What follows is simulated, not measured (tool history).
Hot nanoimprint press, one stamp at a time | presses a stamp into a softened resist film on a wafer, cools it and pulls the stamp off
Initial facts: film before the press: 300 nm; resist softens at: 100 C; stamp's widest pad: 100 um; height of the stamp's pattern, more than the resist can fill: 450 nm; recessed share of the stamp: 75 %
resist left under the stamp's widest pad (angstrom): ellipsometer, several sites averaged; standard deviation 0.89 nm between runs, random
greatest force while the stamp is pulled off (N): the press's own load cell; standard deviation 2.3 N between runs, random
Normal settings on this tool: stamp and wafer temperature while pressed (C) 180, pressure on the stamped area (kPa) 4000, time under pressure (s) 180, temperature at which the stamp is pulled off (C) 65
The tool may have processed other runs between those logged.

run,hour,stamp and wafer temperature while pressed (C),pressure on the stamped area (kPa),time under pressure (s),temperature at which the stamp is pulled off (C),resist left under the stamp's widest pad (angstrom),greatest force while the stamp is pulled off (N)
1,0,180,4000,180,65,1549,108
2,62.2,180,4000,224,65,1436,107
# hour 113.1: stamp cleaned and given a new release coat
3,118.9,180,4000,224,65,1434,107
# hour 215: plate thermocouple calibrated
4,215,180,4000,224,65,1424,105
5,297.4,180,4000,224,65,1435,109
6,350,180,4000,224,65,1416,108
7,444,180,4000,180,65,1524,103
# hour 486: stamp cleaned and given a new release coat
8,550.4,180,4000,180,72,1523,90
9,607.7,180,4000,180,72,1530,87
# hour 624.7: press's hydraulic seals changed and the load cell set to zero
10,694.9,180,4000,180,72,1504,90
11,797.4,180,4000,180,65,1492,109
# hour 846.4: gauge calibrated
12,854.2,180,4000,180,65,1555,106
# hour 868: stamp cleaned and given a new release coat
# hour 879.3: plate thermocouple calibrated
13,913,180,4000,180,65,1544,106
14,1010.6,180,4000,180,65,1532,101
15,1113.7,180,2970,180,65,1737,108
16,1207,187,4820,142,71,1189,90
# hour 1243.4: stamp cleaned and given a new release coat
17,1303.5,191,3010,180,65,1222,106
18,1363.5,174,3490,180,51,1935,136
19,1412.9,174,3490,180,51,1944,136
20,1457.6,180,5150,126,70,1510,94
# hour 1530.5: plate thermocouple calibrated
21,1530.5,180,5150,126,70,1493,92
# hour 1618.1: stamp cleaned and given a new release coat
22,1618.1,180,5150,126,70,1510,97
23,1708.5,190,4000,139,65,1172,102
24,1788.9,180,2490,180,51,1845,146
25,1846.4,181,2440,92,57,2109,125
26,1949.4,181,2440,92,56,2112,131
# hour 1990: stamp cleaned and given a new release coat
27,2049.2,183,4000,184,65,1335,103
28,2123.1,183,4000,184,65,1311,101

Each row is a separate what-if for the run after 28, all from the same tool condition, not one after another. Results?
# hour 2189.5: plate thermocouple calibrated
A,2208.4,175,2660,184,65,?,?
# hour 2189.5: plate thermocouple calibrated
B,2208.4,183,4000,93,65,?,?
# hour 2189.5: plate thermocouple calibrated
C,2208.4,178,4000,184,54,?,?

run,resist left under the stamp's widest pad (angstrom),greatest force while the stamp is pulled off (N)
A,2036,105
B,1663,104
C,1577,129
Had the tool no hidden state, the same runs would have come out as:
run,resist left under the stamp's widest pad (angstrom),greatest force while the stamp is pulled off (N)
A,2133,104
B,1741,104
C,1650,128
